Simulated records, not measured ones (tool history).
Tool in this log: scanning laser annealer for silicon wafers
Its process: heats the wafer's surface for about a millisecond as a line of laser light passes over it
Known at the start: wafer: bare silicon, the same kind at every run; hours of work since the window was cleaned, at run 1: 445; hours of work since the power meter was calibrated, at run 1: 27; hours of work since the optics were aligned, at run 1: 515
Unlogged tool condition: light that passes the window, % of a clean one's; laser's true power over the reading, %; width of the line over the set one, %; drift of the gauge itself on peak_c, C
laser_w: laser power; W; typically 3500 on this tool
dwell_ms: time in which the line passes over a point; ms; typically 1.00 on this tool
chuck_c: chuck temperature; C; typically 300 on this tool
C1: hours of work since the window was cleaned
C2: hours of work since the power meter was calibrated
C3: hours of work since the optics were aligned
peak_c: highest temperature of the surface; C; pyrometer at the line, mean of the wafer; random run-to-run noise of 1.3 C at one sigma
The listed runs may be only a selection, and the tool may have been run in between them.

{"run": 1, "hour": 0.0, "laser_w": 3500, "dwell_ms": 1.0, "chuck_c": 300, "C1": 445, "C2": 27, "C3": 515, "peak_c": 1067}
{"run": 2, "hour": 12.5, "laser_w": 3500, "dwell_ms": 1.0, "chuck_c": 339, "C1": 451, "C2": 33, "C3": 521, "peak_c": 1106}
{"run": 3, "hour": 19.3, "laser_w": 3500, "dwell_ms": 1.0, "chuck_c": 311, "C1": 454, "C2": 37, "C3": 524, "peak_c": 1079}
{"run": 4, "hour": 25.8, "laser_w": 3525, "dwell_ms": 1.0, "chuck_c": 300, "C1": 457, "C2": 40, "C3": 527, "peak_c": 1074}
{"run": 5, "hour": 34.2, "laser_w": 3525, "dwell_ms": 1.0, "chuck_c": 300, "C1": 462, "C2": 44, "C3": 532, "peak_c": 1074}
{"run": 6, "hour": 44.0, "laser_w": 3525, "dwell_ms": 1.0, "chuck_c": 300, "C1": 466, "C2": 49, "C3": 536, "peak_c": 1074}
{"run": 7, "hour": 58.4, "laser_w": 3525, "dwell_ms": 1.0, "chuck_c": 300, "C1": 473, "C2": 56, "C3": 543, "peak_c": 1073}
{"run": 8, "hour": 67.3, "laser_w": 3500, "dwell_ms": 1.0, "chuck_c": 300, "C1": 478, "C2": 60, "C3": 548, "peak_c": 1068}
{"run": 9, "hour": 82.5, "laser_w": 3500, "dwell_ms": 1.0, "chuck_c": 300, "C1": 485, "C2": 68, "C3": 555, "peak_c": 1068}
{"run": 10, "hour": 89.4, "laser_w": 3500, "dwell_ms": 1.0, "chuck_c": 300, "C1": 489, "C2": 71, "C3": 559, "peak_c": 1068}
{"run": 11, "hour": 102.5, "laser_w": 3500, "dwell_ms": 1.0, "chuck_c": 300, "C1": 495, "C2": 78, "C3": 565, "peak_c": 1068}
{"run": 12, "hour": 115.9, "laser_w": 3006, "dwell_ms": 0.96, "chuck_c": 269, "C1": 502, "C2": 84, "C3": 572, "peak_c": 899}
{"run": 13, "hour": 131.0, "laser_w": 3450, "dwell_ms": 0.89, "chuck_c": 327, "C1": 509, "C2": 92, "C3": 579, "peak_c": 1036}
{"run": 14, "hour": 140.4, "laser_w": 3450, "dwell_ms": 0.89, "chuck_c": 327, "C1": 514, "C2": 96, "C3": 584, "peak_c": 1036}
{"run": 15, "hour": 153.0, "laser_w": 3683, "dwell_ms": 1.0, "chuck_c": 300, "C1": 520, "C2": 102, "C3": 590, "peak_c": 1112}
{"run": 16, "hour": 159.3, "laser_w": 3518, "dwell_ms": 0.94, "chuck_c": 320, "C1": 523, "C2": 105, "C3": 593, "peak_c": 1064}
{"run": 17, "hour": 167.5, "laser_w": 3078, "dwell_ms": 0.94, "chuck_c": 327, "C1": 527, "C2": 109, "C3": 597, "peak_c": 966}
{"run": 18, "hour": 181.8, "laser_w": 3828, "dwell_ms": 1.04, "chuck_c": 324, "C1": 534, "C2": 116, "C3": 604, "peak_c": 1192}
{"run": 19, "hour": 189.5, "laser_w": 3828, "dwell_ms": 1.04, "chuck_c": 324, "C1": 538, "C2": 120, "C3": 608, "peak_c": 1192}
{"run": 20, "hour": 202.0, "laser_w": 3597, "dwell_ms": 1.1, "chuck_c": 328, "C1": 544, "C2": 126, "C3": 614, "peak_c": 1160}
{"run": 21, "hour": 210.1, "laser_w": 3597, "dwell_ms": 1.1, "chuck_c": 328, "C1": 548, "C2": 130, "C3": 618, "peak_c": 1159}
{"run": 22, "hour": 217.3, "laser_w": 3526, "dwell_ms": 0.86, "chuck_c": 318, "C1": 551, "C2": 134, "C3": 621, "peak_c": 1030}

Each row is a separate what-if for the run after 22, all from the same tool condition, not one after another. Results?
{"run": "A", "hour": 224.2, "laser_w": 3262, "dwell_ms": 0.81, "chuck_c": 280, "C1": 555, "C2": 137, "C3": 625, "peak_c": "?"}
{"run": "B", "hour": 224.2, "laser_w": 3011, "dwell_ms": 0.97, "chuck_c": 315, "C1": 555, "C2": 137, "C3": 625, "peak_c": "?"}
{"run": "C", "hour": 224.2, "laser_w": 3500, "dwell_ms": 0.97, "chuck_c": 300, "C1": 555, "C2": 137, "C3": 625, "peak_c": "?"}

run=A peak_c=911
run=B peak_c=948
run=C peak_c=1053
What these runs would have given with no unlogged condition in the tool:
run=A peak_c=924
run=B peak_c=961
run=C peak_c=1069
